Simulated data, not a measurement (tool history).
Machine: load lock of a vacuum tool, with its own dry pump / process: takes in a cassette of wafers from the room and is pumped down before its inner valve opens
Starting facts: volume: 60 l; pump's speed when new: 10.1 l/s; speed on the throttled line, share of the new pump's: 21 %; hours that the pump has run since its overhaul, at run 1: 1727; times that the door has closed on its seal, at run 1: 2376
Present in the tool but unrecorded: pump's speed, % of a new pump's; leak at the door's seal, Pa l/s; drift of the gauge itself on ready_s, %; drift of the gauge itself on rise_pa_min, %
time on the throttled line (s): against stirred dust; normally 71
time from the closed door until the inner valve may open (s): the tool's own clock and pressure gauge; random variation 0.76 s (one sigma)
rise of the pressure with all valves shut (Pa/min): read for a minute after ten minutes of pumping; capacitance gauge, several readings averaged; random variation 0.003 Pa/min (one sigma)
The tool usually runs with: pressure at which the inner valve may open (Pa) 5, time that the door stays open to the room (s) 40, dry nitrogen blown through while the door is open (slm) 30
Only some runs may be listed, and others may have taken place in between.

| run | day | time on the throttled line (s) | pressure at which the inner valve may open (Pa) | time that the door stays open to the room (s) | dry nitrogen blown through while the door is open (slm) | hours that the pump has run since its overhaul | times that the door has closed on its seal | incoming humidity of the room's air, % | time from the closed door until the inner valve may open (s) | rise of the pressure with all valves shut (Pa/min) |
|---|---|---|---|---|---|---|---|---|---|---|
| 1 | 0.000 | 71 | 5 | 40 | 30 | 1727 | 2376 | 41.5 | 116.8 | 0.027 |
| 2 | 4.962 | 71 | 5 | 40 | 30 | 1846 | 2909 | 44.7 | 115.7 | 0.026 |
| 3 | 9.292 | 71 | 5 | 40 | 30 | 1950 | 3374 | 45.8 | 115.4 | 0.024 |
| 4 | 14.471 | 71 | 5 | 40 | 30 | 2074 | 3931 | 46.9 | 116.9 | 0.029 |
| 5 | 17.771 | 71 | 5 | 40 | 30 | 2153 | 4285 | 44.1 | 117.4 | 0.031 |
| 6 | 22.258 | 71 | 5 | 68 | 30 | 2261 | 4767 | 44.2 | 116.4 | 0.038 |
| 7 | 26.483 | 121 | 5 | 40 | 30 | 2362 | 5221 | 45.7 | 157.7 | 0.036 |
| 8 | 30.921 | 71 | 8 | 40 | 30 | 2469 | 5698 | 42.8 | 113.7 | 0.035 |
| 9 | 36.254 | 71 | 8 | 40 | 30 | 2597 | 6270 | 43.5 | 113.9 | 0.037 |
| 10 | 39.579 | 71 | 8 | 40 | 30 | 2677 | 6628 | 46.9 | 114.0 | 0.036 |
| 11 | 43.621 | 71 | 8 | 40 | 30 | 2774 | 7062 | 43.7 | 113.8 | 0.034 |
| 12 | 48.046 | 71 | 5 | 40 | 30 | 2880 | 7537 | 43.4 | 117.8 | 0.038 |
| 13 | 51.258 | 71 | 5 | 40 | 31 | 2957 | 7882 | 43.9 | 116.7 | 0.035 |
| 14 | 56.158 | 71 | 5 | 40 | 31 | 3075 | 8408 | 48.3 | 117.9 | 0.034 |
| 15 | 59.496 | 71 | 5 | 40 | 6 | 3155 | 8767 | 43.5 | 116.9 | 0.053 |
| 16 | 63.288 | 71 | 5 | 40 | 6 | 3246 | 9174 | 45.2 | 117.4 | 0.055 |
| 17 | 68.304 | 94 | 5 | 40 | 6 | 3366 | 9713 | 46.3 | 134.9 | 0.060 |
| 18 | 72.704 | 94 | 5 | 40 | 6 | 3472 | 10185 | 46.5 | 135.7 | 0.061 |
| 19 | 75.579 | 71 | 5 | 40 | 14 | 3541 | 10494 | 42.0 | 116.2 | 0.053 |
| 20 | 79.871 | 111 | 5 | 36 | 29 | 3644 | 10955 | 48.9 | 147.8 | 0.048 |
| 21 | 84.829 | 64 | 7 | 40 | 21 | 3763 | 11488 | 43.4 | 111.1 | 0.054 |
| 22 | 87.542 | 71 | 5 | 137 | 30 | 3828 | 11779 | 44.3 | 117.8 | 0.071 |
| 23 | 91.812 | 71 | 5 | 40 | 5 | 3930 | 12238 | 46.5 | 116.8 | 0.071 |
| 24 | 96.588 | 71 | 5 | 40 | 42 | 4045 | 12751 | 43.6 | 116.6 | 0.049 |
| 25 | 102.300 | 71 | 5 | 40 | 42 | 4182 | 13364 | 42.3 | 118.7 | 0.050 |
| 26 | 105.012 | 71 | 5 | 40 | 42 | 4247 | 13656 | 45.3 | 119.5 | 0.049 |
| 27 | 108.421 | 71 | 9 | 35 | 16 | 4329 | 14022 | 44.5 | 113.7 | 0.063 |
| 28 | 113.350 | 71 | 5 | 227 | 30 | 4447 | 14552 | 45.8 | 118.5 | 0.095 |
| 29 | 117.171 | 71 | 8 | 227 | 15 | 4539 | 14962 | 48.7 | 115.1 | 0.125 |
| 30 | 120.958 | 71 | 8 | 58 | 15 | 4630 | 15369 | 46.4 | 116.9 | 0.080 |
| 31 | 126.400 | 82 | 9 | 68 | 6 | 4760 | 15953 | 45.2 | 124.1 | 0.094 |
| 32 | 129.312 | 61 | 8 | 40 | 6 | 4830 | 16266 | 43.7 | 106.4 | 0.073 |
| 33 | 134.696 | 61 | 6 | 40 | 6 | 4959 | 16844 | 45.5 | 109.7 | 0.079 |
| 34 | 137.629 | 61 | 6 | 40 | 6 | 5030 | 17160 | 44.7 | 109.2 | 0.082 |
| 35 | 143.188 | 109 | 5 | 154 | 30 | 5163 | 17756 | 47.3 | 147.7 | 0.094 |
| 36 | 146.746 | 48 | 7 | 40 | 30 | 5249 | 18139 | 46.6 | 98.5 | 0.073 |
| 37 | 152.450 | 92 | 5 | 40 | 5 | 5386 | 18751 | 47.8 | 135.1 | 0.089 |
| 38 | 155.704 | 65 | 5 | 40 | 38 | 5464 | 19101 | 43.9 | 114.3 | 0.072 |

Forecast each of these 3 alternatives for the next run:
| A | 159.300 | 113 | 5 | 40 | 30 | 5550 | 19487 | 44.9 | ? | ? |
| B | 159.300 | 65 | 8 | 40 | 38 | 5550 | 19487 | 44.1 | ? | ? |
| C | 159.300 | 90 | 4 | 26 | 38 | 5550 | 19487 | 45.1 | ? | ? |

| run | time from the closed door until the inner valve may open (s) | rise of the pressure with all valves shut (Pa/min) |
|---|---|---|
| A | 149.7 | 0.080 |
| B | 110.9 | 0.076 |
| C | 134.8 | 0.071 |
What these runs would have given with no unlogged condition in the tool:
| run | time from the closed door until the inner valve may open (s) | rise of the pressure with all valves shut (Pa/min) |
|---|---|---|
| A | 147.0 | 0.025 |
| B | 107.6 | 0.022 |
| C | 131.5 | 0.017 |
